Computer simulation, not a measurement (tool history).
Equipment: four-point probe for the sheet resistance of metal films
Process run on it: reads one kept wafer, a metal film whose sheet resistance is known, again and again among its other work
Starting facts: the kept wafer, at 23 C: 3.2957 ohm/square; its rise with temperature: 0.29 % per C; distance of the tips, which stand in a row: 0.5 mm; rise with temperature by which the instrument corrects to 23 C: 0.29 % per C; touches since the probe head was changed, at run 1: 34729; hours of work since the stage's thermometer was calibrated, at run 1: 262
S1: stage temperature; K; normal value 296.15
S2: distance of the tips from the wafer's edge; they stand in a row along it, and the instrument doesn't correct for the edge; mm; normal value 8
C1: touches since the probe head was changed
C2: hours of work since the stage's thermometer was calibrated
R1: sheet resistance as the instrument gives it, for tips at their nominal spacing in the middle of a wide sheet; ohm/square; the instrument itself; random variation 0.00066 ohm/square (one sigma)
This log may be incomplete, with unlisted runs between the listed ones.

{"run": 1, "hour": 0.0, "S1": 296.15, "S2": 8, "C1": 34729, "C2": 262, "R1": 3.314196}
{"run": 2, "hour": 8.0, "S1": 296.15, "S2": 10, "C1": 35110, "C2": 267, "R1": 3.312271}
{"run": 3, "hour": 17.2, "S1": 296.15, "S2": 26, "C1": 35545, "C2": 272, "R1": 3.308706}
{"run": 4, "hour": 28.3, "S1": 296.15, "S2": 8, "C1": 36071, "C2": 278, "R1": 3.315827}
{"run": 5, "hour": 41.5, "S1": 296.15, "S2": 8, "C1": 36693, "C2": 285, "R1": 3.315069}
{"run": 6, "hour": 58.5, "S1": 293.15, "S2": 8, "C1": 37499, "C2": 294, "R1": 3.314486}
{"run": 7, "hour": 69.7, "S1": 296.15, "S2": 8, "C1": 38034, "C2": 300, "R1": 3.314712}
{"run": 8, "hour": 80.7, "S1": 296.15, "S2": 3, "C1": 38553, "C2": 305, "R1": 3.355633}
{"run": 9, "hour": 95.6, "S1": 296.15, "S2": 3, "C1": 39261, "C2": 313, "R1": 3.355785}
{"run": 10, "hour": 110.0, "S1": 296.15, "S2": 3, "C1": 39940, "C2": 321, "R1": 3.355637}
{"run": 11, "hour": 127.2, "S1": 296.15, "S2": 3, "C1": 40756, "C2": 330, "R1": 3.356308}
{"run": 12, "hour": 141.3, "S1": 296.15, "S2": 3, "C1": 41423, "C2": 338, "R1": 3.354632}
{"run": 13, "hour": 155.9, "S1": 295.15, "S2": 8, "C1": 42118, "C2": 346, "R1": 3.31337}
{"run": 14, "hour": 167.9, "S1": 295.15, "S2": 8, "C1": 42686, "C2": 352, "R1": 3.313793}
{"run": 15, "hour": 177.2, "S1": 297.15, "S2": 38, "C1": 43124, "C2": 357, "R1": 3.306205}
{"run": 16, "hour": 188.9, "S1": 297.15, "S2": 38, "C1": 43681, "C2": 363, "R1": 3.306215}
{"run": 17, "hour": 205.8, "S1": 297.15, "S2": 38, "C1": 44482, "C2": 372, "R1": 3.305013}
{"run": 18, "hour": 214.0, "S1": 297.15, "S2": 38, "C1": 44870, "C2": 377, "R1": 3.306238}
{"hour": 215.4, "done": "stage's thermometer calibrated"}
{"run": 19, "hour": 221.8, "S1": 294.15, "S2": 51, "C1": 45217, "C2": 3, "R1": 3.306168}
{"run": 20, "hour": 238.1, "S1": 299.15, "S2": 5, "C1": 45988, "C2": 12, "R1": 3.322896}
{"run": 21, "hour": 247.6, "S1": 293.15, "S2": 23, "C1": 46437, "C2": 17, "R1": 3.305972}
{"run": 22, "hour": 260.5, "S1": 299.15, "S2": 15, "C1": 47051, "C2": 24, "R1": 3.306447}
{"run": 23, "hour": 278.5, "S1": 307.15, "S2": 48, "C1": 47901, "C2": 34, "R1": 3.305053}
{"run": 24, "hour": 296.4, "S1": 298.15, "S2": 66, "C1": 48750, "C2": 43, "R1": 3.304985}
{"hour": 312.5, "done": "stage's thermometer calibrated, once more"}
{"run": 25, "hour": 312.9, "S1": 305.15, "S2": 5, "C1": 49511, "C2": 0, "R1": 3.322147}
{"run": 26, "hour": 324.6, "S1": 305.15, "S2": 5, "C1": 50064, "C2": 6, "R1": 3.322719}
{"run": 27, "hour": 341.9, "S1": 305.15, "S2": 11, "C1": 50884, "C2": 16, "R1": 3.307901}
{"run": 28, "hour": 354.1, "S1": 299.15, "S2": 8, "C1": 51460, "C2": 22, "R1": 3.309902}

What if the next run were any one of these 4? Each begins from the tool's condition after run 28:
{"run": "A", "hour": 369.0, "S1": 306.15, "S2": 9, "C1": 52168, "C2": 30, "R1": "?"}
{"run": "B", "hour": 369.0, "S1": 295.15, "S2": 5, "C1": 52168, "C2": 30, "R1": "?"}
{"run": "C", "hour": 369.0, "S1": 305.15, "S2": 10, "C1": 52168, "C2": 30, "R1": "?"}
{"run": "D", "hour": 369.0, "S1": 296.15, "S2": 65, "C1": 52168, "C2": 30, "R1": "?"}

run=A R1=3.309365
run=B R1=3.321728
run=C R1=3.308429
run=D R1=3.301903
Take away the tool's hidden state, keep each run's random variation, and the runs would have read:
run=A R1=3.301314
run=B R1=3.313620
run=C R1=3.300378
run=D R1=3.293843
